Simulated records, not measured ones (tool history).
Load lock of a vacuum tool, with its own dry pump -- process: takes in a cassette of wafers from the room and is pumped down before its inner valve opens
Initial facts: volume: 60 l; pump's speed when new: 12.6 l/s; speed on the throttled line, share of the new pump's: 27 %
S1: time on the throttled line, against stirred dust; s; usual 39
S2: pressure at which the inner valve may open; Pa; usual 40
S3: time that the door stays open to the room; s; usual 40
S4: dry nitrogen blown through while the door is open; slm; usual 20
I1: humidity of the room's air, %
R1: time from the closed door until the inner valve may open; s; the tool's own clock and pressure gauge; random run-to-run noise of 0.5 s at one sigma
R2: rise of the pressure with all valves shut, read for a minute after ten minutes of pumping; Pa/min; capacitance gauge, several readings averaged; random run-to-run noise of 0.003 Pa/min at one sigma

{"run": 1, "hour": 0.0, "S1": 39, "S2": 40, "S3": 40, "S4": 20, "I1": 43.0, "R1": 71.4, "R2": 0.539}
{"run": 2, "hour": 567.2, "S1": 39, "S2": 69, "S3": 40, "S4": 20, "I1": 47.1, "R1": 68.6, "R2": 0.575}
{"run": 3, "hour": 1144.0, "S1": 29, "S2": 40, "S3": 40, "S4": 20, "I1": 47.3, "R1": 66.0, "R2": 0.627}
{"hour": 1417.2, "done": "door's seal changed, seat wiped"}
{"run": 4, "hour": 1493.3, "S1": 29, "S2": 40, "S3": 40, "S4": 20, "I1": 45.4, "R1": 65.2, "R2": 0.028}
{"run": 5, "hour": 1776.5, "S1": 29, "S2": 40, "S3": 40, "S4": 20, "I1": 44.5, "R1": 65.0, "R2": 0.033}
{"hour": 1861.1, "done": "dry pump taken out, an overhauled one fitted"}
{"run": 6, "hour": 2254.7, "S1": 29, "S2": 40, "S3": 40, "S4": 20, "I1": 42.9, "R1": 58.8, "R2": 0.034}
{"run": 7, "hour": 2863.2, "S1": 29, "S2": 40, "S3": 40, "S4": 20, "I1": 43.2, "R1": 59.4, "R2": 0.047}
{"run": 8, "hour": 3196.8, "S1": 39, "S2": 69, "S3": 40, "S4": 20, "I1": 43.0, "R1": 64.2, "R2": 0.049}
{"run": 9, "hour": 3596.5, "S1": 39, "S2": 69, "S3": 40, "S4": 20, "I1": 48.9, "R1": 63.5, "R2": 0.062}
{"run": 10, "hour": 4200.7, "S1": 39, "S2": 69, "S3": 40, "S4": 20, "I1": 44.0, "R1": 63.6, "R2": 0.071}
{"run": 11, "hour": 4632.6, "S1": 70, "S2": 78, "S3": 158, "S4": 24, "I1": 45.9, "R1": 86.3, "R2": 0.102}
{"run": 12, "hour": 4989.5, "S1": 23, "S2": 48, "S3": 184, "S4": 11, "I1": 50.1, "R1": 54.6, "R2": 0.141}
{"run": 13, "hour": 5306.2, "S1": 23, "S2": 48, "S3": 184, "S4": 11, "I1": 44.7, "R1": 55.7, "R2": 0.139}
{"run": 14, "hour": 5646.6, "S1": 23, "S2": 47, "S3": 184, "S4": 11, "I1": 45.5, "R1": 55.1, "R2": 0.153}
{"run": 15, "hour": 6179.3, "S1": 23, "S2": 47, "S3": 184, "S4": 11, "I1": 44.4, "R1": 56.0, "R2": 0.175}
{"run": 16, "hour": 6815.6, "S1": 39, "S2": 40, "S3": 40, "S4": 20, "I1": 40.4, "R1": 68.5, "R2": 0.155}
{"run": 17, "hour": 7266.7, "S1": 21, "S2": 37, "S3": 225, "S4": 20, "I1": 45.6, "R1": 56.4, "R2": 0.203}
{"run": 18, "hour": 7529.5, "S1": 21, "S2": 37, "S3": 225, "S4": 20, "I1": 45.6, "R1": 57.0, "R2": 0.206}

Each row is a separate what-if for the run after 18, all from the same tool condition, not one after another. Results?
{"run": "A", "hour": 8080.4, "S1": 36, "S2": 43, "S3": 129, "S4": 20, "I1": 41.0, "R1": "?", "R2": "?"}
{"run": "B", "hour": 8080.4, "S1": 34, "S2": 40, "S3": 49, "S4": 5, "I1": 42.2, "R1": "?", "R2": "?"}
{"run": "C", "hour": 8080.4, "S1": 49, "S2": 37, "S3": 26, "S4": 34, "I1": 46.9, "R1": "?", "R2": "?"}

run=A R1=66.4 R2=0.216
run=B R1=65.4 R2=0.215
run=C R1=75.7 R2=0.199
Take away the tool's hidden state, keep each run's random variation, and the runs would have read:
run=A R1=63.1 R2=0.032
run=B R1=62.0 R2=0.032
run=C R1=72.9 R2=0.014
